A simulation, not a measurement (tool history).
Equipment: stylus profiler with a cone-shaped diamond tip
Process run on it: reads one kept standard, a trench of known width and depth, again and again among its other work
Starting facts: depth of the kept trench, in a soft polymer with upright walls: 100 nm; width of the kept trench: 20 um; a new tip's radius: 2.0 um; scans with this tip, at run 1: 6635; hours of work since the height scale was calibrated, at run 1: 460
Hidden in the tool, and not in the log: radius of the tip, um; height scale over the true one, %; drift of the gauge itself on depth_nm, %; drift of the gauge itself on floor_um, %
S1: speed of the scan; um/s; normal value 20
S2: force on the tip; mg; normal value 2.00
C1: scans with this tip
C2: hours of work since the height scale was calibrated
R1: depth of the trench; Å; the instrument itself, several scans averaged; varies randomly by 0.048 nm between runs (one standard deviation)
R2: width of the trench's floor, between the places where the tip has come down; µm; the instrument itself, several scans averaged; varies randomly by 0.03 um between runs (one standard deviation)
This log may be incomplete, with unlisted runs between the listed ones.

run	hour	S1	S2	C1	C2	R1	R2
1	0.0	20	2.00	6635	460	1003.8	18.30
2	31.1	20	2.00	6978	484	1003.5	18.26
3	68.1	20	2.00	7384	512	1003.0	18.25
4	90.8	20	1.05	7634	529	1001.5	18.21
# hour 94.4: height scale calibrated on a step standard
5	109.3	49	2.00	7831	11	1001.8	18.11
6	125.9	49	2.00	8013	24	1001.8	18.11
7	157.5	36	0.76	8360	48	1000.0	18.11
8	186.7	36	0.76	8682	70	999.5	18.13
9	214.2	36	0.76	8984	91	999.2	18.14
10	239.5	20	0.78	9262	111	999.1	18.15
11	273.7	7	2.00	9637	137	1001.5	18.13
# hour 293.3: height scale calibrated on a step standard, once more
12	310.1	7	2.00	10032	13	1004.5	18.15

What if the next run were any one of these 3? Each begins from the tool's condition after run 12:
A	331.9	20	0.76	10272	29	?	?
B	331.9	8	0.74	10272	29	?	?
C	331.9	47	2.00	10272	29	?	?

run	R1	R2
A	1002.3	18.04
B	1001.9	18.17
C	1004.0	18.08
Stripped of hidden state, with their random variation kept, the same runs would have yielded:
run	R1	R2
A	1002.6	18.61
B	1002.1	18.74
C	1004.2	18.65
